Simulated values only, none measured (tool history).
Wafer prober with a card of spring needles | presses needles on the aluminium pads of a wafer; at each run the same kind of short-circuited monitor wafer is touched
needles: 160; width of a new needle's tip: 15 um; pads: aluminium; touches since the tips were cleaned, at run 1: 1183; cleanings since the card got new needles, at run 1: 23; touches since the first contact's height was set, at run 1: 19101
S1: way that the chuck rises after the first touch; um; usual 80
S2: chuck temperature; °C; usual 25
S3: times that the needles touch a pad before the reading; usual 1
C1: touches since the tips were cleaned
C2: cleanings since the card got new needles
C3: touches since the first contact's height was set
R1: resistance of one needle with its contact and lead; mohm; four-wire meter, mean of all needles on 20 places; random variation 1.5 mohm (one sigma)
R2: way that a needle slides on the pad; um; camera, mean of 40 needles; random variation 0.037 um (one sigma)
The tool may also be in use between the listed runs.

run	hour	S1	S2	S3	C1	C2	C3	R1	R2
1	0.0	80	25	1	1183	23	19101	142	21.38
2	8.4	80	25	1	4908	23	22826	144	21.39
# hour 15.7: tips cleaned on abrasive film
3	17.6	80	25	1	875	24	26917	145	21.34
4	24.5	80	25	2	3929	24	29971	145	21.34
5	32.2	80	25	1	7377	24	33419	141	21.21
# hour 34.1: tips cleaned on abrasive film
6	38.2	80	64	1	1861	25	36066	151	21.37
7	50.4	80	51	1	7296	25	41501	146	21.37
# hour 52.2: tips cleaned on abrasive film
8	57.0	70	25	1	2179	26	44416	145	18.68
9	63.2	70	58	1	4942	26	47179	153	18.67
# hour 70.7: tips cleaned on abrasive film
10	74.5	80	49	1	1696	27	52169	147	21.35
11	85.1	80	49	1	6420	27	56893	146	21.38
# hour 89.1: tips cleaned on abrasive film
12	96.7	80	25	1	3414	28	62028	144	21.30
# hour 107.2: tips cleaned on abrasive film
13	109.4	80	25	1	1002	29	67653	142	21.37
14	122.5	80	25	1	6813	29	73464	141	21.36
# hour 125.5: tips cleaned on abrasive film
15	134.9	80	25	1	4174	30	78965	140	21.39
16	142.6	67	28	1	7623	30	82414	144	17.88
# hour 143.6: tips cleaned on abrasive film
17	154.1	67	28	1	4694	31	87489	143	17.92
# hour 162.2: tips cleaned on abrasive film
18	165.5	67	28	1	1455	32	92511	144	17.88
19	177.9	69	28	2	6993	32	98049	145	18.46
# hour 180.3: tips cleaned on abrasive film
20	184.6	80	112	2	1917	33	101009	153	21.35
# hour 186.8: height of the first contact set anew
21	196.7	73	94	2	7165	33	4387	152	19.51
# hour 199.1: tips cleaned on abrasive film
22	205.9	82	25	2	3072	34	8474	142	21.90
23	214.1	82	25	3	6695	34	12097	141	21.90
# hour 217.0: tips cleaned on abrasive film
24	222.0	80	25	1	2232	35	15607	142	21.36
25	228.9	80	25	1	5283	35	18658	144	21.40
# hour 235.4: tips cleaned on abrasive film
26	236.8	96	59	2	661	36	22168	145	25.61
27	246.4	100	79	2	4936	36	26443	151	26.71
# hour 253.5: tips cleaned on abrasive film
28	257.3	80	41	2	1700	37	31263	146	21.39
29	267.5	92	82	3	6230	37	35793	148	24.62
# hour 271.9: tips cleaned on abrasive film
30	273.6	71	113	2	755	38	38498	159	18.93

How the hidden state differs across the entries between the runs, from the last listed run before each to the first after it:
Between runs 2 and 3: tips cleaned on abrasive film (hour 15.7)
  debris on the tips, nm: 0.5 -> 0.2
Between runs 5 and 6: tips cleaned on abrasive film (hour 34.1)
  debris on the tips, nm: 0.6 -> 0.3
Between runs 7 and 8: tips cleaned on abrasive film (hour 52.2)
  debris on the tips, nm: 0.6 -> 0.3
Between runs 9 and 10: tips cleaned on abrasive film (hour 70.7)
  debris on the tips, nm: 0.5 -> 0.3
Between runs 11 and 12: tips cleaned on abrasive film (hour 89.1)
  debris on the tips, nm: 0.6 -> 0.4
Between runs 12 and 13: tips cleaned on abrasive film (hour 107.2)
  debris on the tips, nm: 0.4 -> 0.2
Between runs 14 and 15: tips cleaned on abrasive film (hour 125.5)
  debris on the tips, nm: 0.6 -> 0.5
Between runs 16 and 17: tips cleaned on abrasive film (hour 143.6)
  debris on the tips, nm: 0.6 -> 0.5
Between runs 17 and 18: tips cleaned on abrasive film (hour 162.2)
  debris on the tips, nm: 0.5 -> 0.3
Between runs 19 and 20: tips cleaned on abrasive film (hour 180.3)
  debris on the tips, nm: 0.6 -> 0.3
Between runs 20 and 21: height of the first contact set anew (hour 186.8)
  debris on the tips, nm: 0.3 -> 0.6
Between runs 21 and 22: tips cleaned on abrasive film (hour 199.1)
  debris on the tips, nm: 0.6 -> 0.4
Between runs 23 and 24: tips cleaned on abrasive film (hour 217.0)
  debris on the tips, nm: 0.6 -> 0.4
Between runs 25 and 26: tips cleaned on abrasive film (hour 235.4)
  debris on the tips, nm: 0.6 -> 0.2
Between runs 27 and 28: tips cleaned on abrasive film (hour 253.5)
  debris on the tips, nm: 0.6 -> 0.3
Between runs 29 and 30: tips cleaned on abrasive film (hour 271.9)
  debris on the tips, nm: 0.6 -> 0.2
